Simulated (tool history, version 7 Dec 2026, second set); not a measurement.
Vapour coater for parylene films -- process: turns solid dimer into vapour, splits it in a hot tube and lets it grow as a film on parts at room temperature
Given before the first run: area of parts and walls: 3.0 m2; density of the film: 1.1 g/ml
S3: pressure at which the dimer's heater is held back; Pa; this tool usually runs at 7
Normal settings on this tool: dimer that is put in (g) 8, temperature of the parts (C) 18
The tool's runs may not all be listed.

run 1 hour=0 | dimer_that_is_put_in_(g)=8 temperature_of_the_parts_(C)=18 S3=7 | thickness_of_the_film_(µm)=1.46
run 2 hour=85.9 | dimer_that_is_put_in_(g)=8 temperature_of_the_parts_(C)=18 S3=7 | thickness_of_the_film_(µm)=1.4
run 3 hour=129.7 | dimer_that_is_put_in_(g)=8 temperature_of_the_parts_(C)=18 S3=7 | thickness_of_the_film_(µm)=1.4
run 4 hour=210.5 | dimer_that_is_put_in_(g)=8 temperature_of_the_parts_(C)=18 S3=7 | thickness_of_the_film_(µm)=1.4
run 5 hour=247.1 | dimer_that_is_put_in_(g)=8 temperature_of_the_parts_(C)=18 S3=7 | thickness_of_the_film_(µm)=1.39
run 6 hour=296.8 | dimer_that_is_put_in_(g)=8 temperature_of_the_parts_(C)=18 S3=7 | thickness_of_the_film_(µm)=1.38
run 7 hour=334.5 | dimer_that_is_put_in_(g)=8 temperature_of_the_parts_(C)=18 S3=7 | thickness_of_the_film_(µm)=1.35
run 8 hour=408.5 | dimer_that_is_put_in_(g)=8 temperature_of_the_parts_(C)=18 S3=7 | thickness_of_the_film_(µm)=1.36
run 9 hour=488.3 | dimer_that_is_put_in_(g)=8 temperature_of_the_parts_(C)=18 S3=7 | thickness_of_the_film_(µm)=1.34
run 10 hour=571.3 | dimer_that_is_put_in_(g)=8 temperature_of_the_parts_(C)=18 S3=7 | thickness_of_the_film_(µm)=1.32
run 11 hour=640.5 | dimer_that_is_put_in_(g)=8 temperature_of_the_parts_(C)=18 S3=7 | thickness_of_the_film_(µm)=1.29
-- hour=648.5 table's thermometer calibrated
-- hour=684.2 trap's valve overhauled
run 12 hour=729.8 | dimer_that_is_put_in_(g)=8 temperature_of_the_parts_(C)=18 S3=7 | thickness_of_the_film_(µm)=1.44
run 13 hour=770.9 | dimer_that_is_put_in_(g)=8 temperature_of_the_parts_(C)=18 S3=7 | thickness_of_the_film_(µm)=1.45
run 14 hour=826.3 | dimer_that_is_put_in_(g)=8 temperature_of_the_parts_(C)=18 S3=7 | thickness_of_the_film_(µm)=1.42
run 15 hour=906.4 | dimer_that_is_put_in_(g)=8 temperature_of_the_parts_(C)=18 S3=7 | thickness_of_the_film_(µm)=1.41
run 16 hour=963.1 | dimer_that_is_put_in_(g)=8 temperature_of_the_parts_(C)=18 S3=7 | thickness_of_the_film_(µm)=1.38
run 17 hour=1033.2 | dimer_that_is_put_in_(g)=8 temperature_of_the_parts_(C)=18 S3=7 | thickness_of_the_film_(µm)=1.38
run 18 hour=1081.4 | dimer_that_is_put_in_(g)=11 temperature_of_the_parts_(C)=18 S3=7.92 | thickness_of_the_film_(µm)=1.87
-- hour=1134.9 table's thermometer calibrated, once more
run 19 hour=1136.4 | dimer_that_is_put_in_(g)=11 temperature_of_the_parts_(C)=18 S3=7.92 | thickness_of_the_film_(µm)=1.79
run 20 hour=1171.4 | dimer_that_is_put_in_(g)=11 temperature_of_the_parts_(C)=18 S3=7.92 | thickness_of_the_film_(µm)=1.79
run 21 hour=1258.6 | dimer_that_is_put_in_(g)=6 temperature_of_the_parts_(C)=18 S3=9.26 | thickness_of_the_film_(µm)=0.95
run 22 hour=1324.5 | dimer_that_is_put_in_(g)=6 temperature_of_the_parts_(C)=18 S3=9.26 | thickness_of_the_film_(µm)=0.96
-- hour=1368.8 trap's valve overhauled
run 23 hour=1377.2 | dimer_that_is_put_in_(g)=10 temperature_of_the_parts_(C)=24 S3=10.78 | thickness_of_the_film_(µm)=1.34
run 24 hour=1447.9 | dimer_that_is_put_in_(g)=5 temperature_of_the_parts_(C)=11 S3=4.48 | thickness_of_the_film_(µm)=1.21
run 25 hour=1520.2 | dimer_that_is_put_in_(g)=5 temperature_of_the_parts_(C)=11 S3=4.48 | thickness_of_the_film_(µm)=1.21
run 26 hour=1601.2 | dimer_that_is_put_in_(g)=7 temperature_of_the_parts_(C)=19 S3=10.98 | thickness_of_the_film_(µm)=1.14
run 27 hour=1647.2 | dimer_that_is_put_in_(g)=6 temperature_of_the_parts_(C)=28 S3=5.91 | thickness_of_the_film_(µm)=0.72
run 28 hour=1707.9 | dimer_that_is_put_in_(g)=8 temperature_of_the_parts_(C)=18 S3=3.49 | thickness_of_the_film_(µm)=1.43
run 29 hour=1764.4 | dimer_that_is_put_in_(g)=13 temperature_of_the_parts_(C)=27 S3=3.39 | thickness_of_the_film_(µm)=1.64
run 30 hour=1815.3 | dimer_that_is_put_in_(g)=5 temperature_of_the_parts_(C)=18 S3=7 | thickness_of_the_film_(µm)=0.83

What will run 31 give?
run 31 hour=1862.3 | dimer_that_is_put_in_(g)=8 temperature_of_the_parts_(C)=11 S3=6.77 | thickness_of_the_film_(µm)=?

Logged for run 31: thickness of the film (µm) 1.77.
Minus the tool's unlogged condition, the same run would have read thickness of the film (µm) 1.92.

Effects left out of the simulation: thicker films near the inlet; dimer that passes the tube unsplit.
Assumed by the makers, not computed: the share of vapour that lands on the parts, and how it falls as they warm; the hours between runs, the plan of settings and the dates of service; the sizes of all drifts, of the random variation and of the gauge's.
